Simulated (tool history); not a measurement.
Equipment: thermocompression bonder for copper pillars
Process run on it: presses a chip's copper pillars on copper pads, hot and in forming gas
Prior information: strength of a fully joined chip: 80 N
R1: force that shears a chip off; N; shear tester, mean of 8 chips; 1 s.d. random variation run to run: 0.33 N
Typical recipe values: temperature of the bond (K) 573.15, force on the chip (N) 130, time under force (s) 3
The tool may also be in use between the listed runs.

Run 1, hour 0.0: usual settings. Result: R1 40.7 N.
Run 2, hour 16.6: usual settings. Result: R1 40.9 N.
Run 3, hour 26.5: usual settings. Result: R1 40.1 N.
Run 4, hour 40.9: usual settings. Result: R1 40.9 N.
Run 5, hour 49.4: usual settings but temperature of the bond (K) 552.15. Result: R1 33.6 N.
Run 6, hour 56.7: usual settings but temperature of the bond (K) 552.15. Result: R1 34.5 N.
At hour 59.5: heater calibrated with a thermocouple chip.
Run 7, hour 66.9: usual settings. Result: R1 40.1 N.
Run 8, hour 79.2: usual settings. Result: R1 40.3 N.
Run 9, hour 92.9: usual settings. Result: R1 40.6 N.
Run 10, hour 105.5: usual settings. Result: R1 40.2 N.
Run 11, hour 114.9: usual settings. Result: R1 39.2 N.

Run 12 has not been measured yet. What should we expect?
Run 12, hour 122.5: usual settings but force on the chip (N) 99, time under force (s) 6. Result: R1 ?.

Logged for run 12: R1 41.8 N.
Without the tool's hidden state the same run would have given R1 43.8 N.
